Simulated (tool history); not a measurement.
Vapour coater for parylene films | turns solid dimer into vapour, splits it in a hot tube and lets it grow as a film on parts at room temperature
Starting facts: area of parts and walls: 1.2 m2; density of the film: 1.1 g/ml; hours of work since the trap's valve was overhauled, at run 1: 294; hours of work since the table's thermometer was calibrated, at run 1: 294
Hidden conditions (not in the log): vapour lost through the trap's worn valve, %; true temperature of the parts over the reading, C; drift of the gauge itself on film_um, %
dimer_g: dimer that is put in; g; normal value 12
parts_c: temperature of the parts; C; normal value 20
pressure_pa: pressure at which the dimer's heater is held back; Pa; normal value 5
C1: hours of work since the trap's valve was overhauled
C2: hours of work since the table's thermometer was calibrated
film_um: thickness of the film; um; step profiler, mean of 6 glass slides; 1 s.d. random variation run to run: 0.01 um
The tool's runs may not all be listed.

{"run": 1, "hour": 0.0, "dimer_g": 12, "parts_c": 20, "pressure_pa": 5, "C1": 294, "C2": 294, "film_um": 4.51}
{"run": 2, "hour": 9.9, "dimer_g": 12, "parts_c": 20, "pressure_pa": 5, "C1": 301, "C2": 301, "film_um": 4.49}
{"run": 3, "hour": 27.2, "dimer_g": 12, "parts_c": 20, "pressure_pa": 7.13, "C1": 312, "C2": 312, "film_um": 4.13}
{"run": 4, "hour": 37.1, "dimer_g": 12, "parts_c": 20, "pressure_pa": 5, "C1": 319, "C2": 319, "film_um": 4.5}
{"run": 5, "hour": 55.3, "dimer_g": 12, "parts_c": 20, "pressure_pa": 5, "C1": 331, "C2": 331, "film_um": 4.49}
{"run": 6, "hour": 76.3, "dimer_g": 12, "parts_c": 20, "pressure_pa": 5, "C1": 345, "C2": 345, "film_um": 4.49}
{"run": 7, "hour": 98.6, "dimer_g": 12, "parts_c": 20, "pressure_pa": 5, "C1": 360, "C2": 360, "film_um": 4.47}
{"run": 8, "hour": 115.4, "dimer_g": 13, "parts_c": 20, "pressure_pa": 5, "C1": 371, "C2": 371, "film_um": 4.83}
{"run": 9, "hour": 138.0, "dimer_g": 13, "parts_c": 20, "pressure_pa": 5, "C1": 386, "C2": 386, "film_um": 4.83}
{"run": 10, "hour": 153.9, "dimer_g": 13, "parts_c": 20, "pressure_pa": 5, "C1": 396, "C2": 396, "film_um": 4.83}
{"run": 11, "hour": 168.1, "dimer_g": 13, "parts_c": 20, "pressure_pa": 5, "C1": 406, "C2": 406, "film_um": 4.81}
{"hour": 176.9, "done": "trap's valve overhauled"}
{"run": 12, "hour": 190.8, "dimer_g": 13, "parts_c": 20, "pressure_pa": 5, "C1": 9, "C2": 418, "film_um": 5.12}
{"run": 13, "hour": 207.8, "dimer_g": 13, "parts_c": 20, "pressure_pa": 5, "C1": 20, "C2": 429, "film_um": 5.13}
{"run": 14, "hour": 217.9, "dimer_g": 12, "parts_c": 20, "pressure_pa": 5, "C1": 27, "C2": 436, "film_um": 4.73}
{"run": 15, "hour": 239.4, "dimer_g": 12, "parts_c": 20, "pressure_pa": 9.19, "C1": 41, "C2": 450, "film_um": 4.08}
{"run": 16, "hour": 254.5, "dimer_g": 12, "parts_c": 20, "pressure_pa": 2.27, "C1": 51, "C2": 460, "film_um": 5.69}
{"run": 17, "hour": 269.6, "dimer_g": 12, "parts_c": 20, "pressure_pa": 2.27, "C1": 61, "C2": 470, "film_um": 5.71}
{"run": 18, "hour": 282.6, "dimer_g": 12, "parts_c": 20, "pressure_pa": 2.27, "C1": 70, "C2": 479, "film_um": 5.68}
{"run": 19, "hour": 296.0, "dimer_g": 12, "parts_c": 20, "pressure_pa": 5, "C1": 79, "C2": 488, "film_um": 4.7}
{"run": 20, "hour": 311.3, "dimer_g": 12, "parts_c": 20, "pressure_pa": 5, "C1": 89, "C2": 498, "film_um": 4.66}
{"run": 21, "hour": 330.0, "dimer_g": 22, "parts_c": 20, "pressure_pa": 5, "C1": 101, "C2": 510, "film_um": 8.61}
{"hour": 332.2, "done": "table's thermometer calibrated"}
{"run": 22, "hour": 352.1, "dimer_g": 22, "parts_c": 20, "pressure_pa": 5, "C1": 115, "C2": 13, "film_um": 8.64}
{"run": 23, "hour": 362.1, "dimer_g": 6, "parts_c": 12, "pressure_pa": 5, "C1": 122, "C2": 20, "film_um": 2.93}
{"hour": 370.9, "done": "table's thermometer calibrated, once more"}
{"run": 24, "hour": 376.5, "dimer_g": 9, "parts_c": 23, "pressure_pa": 2.84, "C1": 131, "C2": 4, "film_um": 3.64}
{"run": 25, "hour": 391.1, "dimer_g": 12, "parts_c": 20, "pressure_pa": 5.06, "C1": 140, "C2": 13, "film_um": 4.56}
{"run": 26, "hour": 410.0, "dimer_g": 12, "parts_c": 16, "pressure_pa": 3.17, "C1": 153, "C2": 26, "film_um": 5.73}
{"run": 27, "hour": 431.2, "dimer_g": 12, "parts_c": 16, "pressure_pa": 3.17, "C1": 167, "C2": 40, "film_um": 5.68}
{"run": 28, "hour": 445.5, "dimer_g": 12, "parts_c": 21, "pressure_pa": 5.55, "C1": 176, "C2": 49, "film_um": 4.32}
{"run": 29, "hour": 466.1, "dimer_g": 7, "parts_c": 13, "pressure_pa": 3.22, "C1": 190, "C2": 63, "film_um": 3.59}
{"run": 30, "hour": 490.2, "dimer_g": 18, "parts_c": 20, "pressure_pa": 8.96, "C1": 206, "C2": 79, "film_um": 5.93}
{"run": 31, "hour": 510.1, "dimer_g": 8, "parts_c": 25, "pressure_pa": 5, "C1": 219, "C2": 92, "film_um": 2.64}
{"run": 32, "hour": 527.5, "dimer_g": 8, "parts_c": 25, "pressure_pa": 5, "C1": 231, "C2": 104, "film_um": 2.63}
{"run": 33, "hour": 549.8, "dimer_g": 12, "parts_c": 20, "pressure_pa": 3.3, "C1": 245, "C2": 118, "film_um": 4.99}
{"run": 34, "hour": 568.6, "dimer_g": 14, "parts_c": 17, "pressure_pa": 10.75, "C1": 258, "C2": 131, "film_um": 4.75}
{"run": 35, "hour": 580.4, "dimer_g": 16, "parts_c": 15, "pressure_pa": 5.52, "C1": 266, "C2": 139, "film_um": 6.75}
{"run": 36, "hour": 601.8, "dimer_g": 5, "parts_c": 17, "pressure_pa": 7.4, "C1": 280, "C2": 153, "film_um": 1.85}
{"run": 37, "hour": 612.6, "dimer_g": 16, "parts_c": 21, "pressure_pa": 2.88, "C1": 287, "C2": 160, "film_um": 6.66}
{"run": 38, "hour": 633.8, "dimer_g": 11, "parts_c": 31, "pressure_pa": 2.59, "C1": 301, "C2": 174, "film_um": 3.56}
{"run": 39, "hour": 657.6, "dimer_g": 17, "parts_c": 16, "pressure_pa": 7.24, "C1": 317, "C2": 190, "film_um": 6.46}
{"run": 40, "hour": 676.0, "dimer_g": 17, "parts_c": 24, "pressure_pa": 11.27, "C1": 329, "C2": 202, "film_um": 4.66}
{"run": 41, "hour": 696.4, "dimer_g": 17, "parts_c": 24, "pressure_pa": 11.27, "C1": 342, "C2": 215, "film_um": 4.65}
{"run": 42, "hour": 718.4, "dimer_g": 8, "parts_c": 28, "pressure_pa": 2.91, "C1": 357, "C2": 230, "film_um": 2.71}
{"run": 43, "hour": 742.5, "dimer_g": 8, "parts_c": 28, "pressure_pa": 2.91, "C1": 373, "C2": 246, "film_um": 2.71}

Consider 3 possible next runs. They are alternatives, not a sequence: every one starts from the tool as it was left by run 43. What does each give?
{"run": "A", "hour": 758.9, "dimer_g": 12, "parts_c": 20, "pressure_pa": 2.35, "C1": 384, "C2": 257, "film_um": "?"}
{"run": "B", "hour": 758.9, "dimer_g": 21, "parts_c": 18, "pressure_pa": 5, "C1": 384, "C2": 257, "film_um": "?"}
{"run": "C", "hour": 758.9, "dimer_g": 7, "parts_c": 20, "pressure_pa": 5, "C1": 384, "C2": 257, "film_um": "?"}

run=A film_um=5.31
run=B film_um=8.17
run=C film_um=2.6
Had the tool no hidden state, the same runs would have come out as:
run=A film_um=5.66
run=B film_um=8.7
run=C film_um=2.77
